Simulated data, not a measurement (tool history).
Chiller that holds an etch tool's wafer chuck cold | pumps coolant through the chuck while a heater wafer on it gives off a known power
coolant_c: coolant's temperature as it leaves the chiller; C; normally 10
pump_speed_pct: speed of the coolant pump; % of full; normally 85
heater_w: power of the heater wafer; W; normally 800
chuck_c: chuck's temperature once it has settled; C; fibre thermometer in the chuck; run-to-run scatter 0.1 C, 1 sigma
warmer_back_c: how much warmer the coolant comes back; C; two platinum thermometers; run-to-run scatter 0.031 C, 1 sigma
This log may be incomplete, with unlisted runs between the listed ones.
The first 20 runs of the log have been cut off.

| run | hour | coolant_c | pump_speed_pct | heater_w | chuck_c | warmer_back_c |
|---|---|---|---|---|---|---|
| 21 | 812.9 | 9 | 74 | 800 | 15 | 2.49 |
| 22 | 844.2 | 9 | 74 | 800 | 15.1 | 2.52 |
| 23 | 893.3 | 9 | 74 | 800 | 15 | 2.61 |
| 24 | 924.8 | 9 | 74 | 800 | 15.1 | 2.63 |
| 25 | 951.2 | 20 | 98 | 567 | 23.6 | 1.53 |
| 26 | 1003.6 | 15 | 98 | 506 | 18.2 | 1.41 |
| 27 | 1028.2 | 15 | 98 | 506 | 18.3 | 1.48 |
| 28 | 1068.6 | 8 | 64 | 441 | 11.7 | 1.79 |
| 29 | 1093.4 | 17 | 96 | 403 | 19.7 | 1.25 |
| 30 | 1138.6 | 17 | 96 | 403 | 19.6 | 1.29 |
| 31 | 1162.3 | 12 | 77 | 403 | 15.1 | 1.49 |

3 ways to go on from here, each from the tool as it stands after run 31. What would each give?
| A | 1193 | 9 | 85 | 800 | ? | ? |
| B | 1193 | 5 | 65 | 611 | ? | ? |
| C | 1193 | 10 | 83 | 800 | ? | ? |

| run | chuck_c | warmer_back_c |
|---|---|---|
| A | 14.6 | 2.35 |
| B | 10 | 2.38 |
| C | 15.7 | 2.49 |
With no hidden state in the tool, these same runs would have given:
| run | chuck_c | warmer_back_c |
|---|---|---|
| A | 14.6 | 1.96 |
| B | 10 | 1.99 |
| C | 15.7 | 2.09 |

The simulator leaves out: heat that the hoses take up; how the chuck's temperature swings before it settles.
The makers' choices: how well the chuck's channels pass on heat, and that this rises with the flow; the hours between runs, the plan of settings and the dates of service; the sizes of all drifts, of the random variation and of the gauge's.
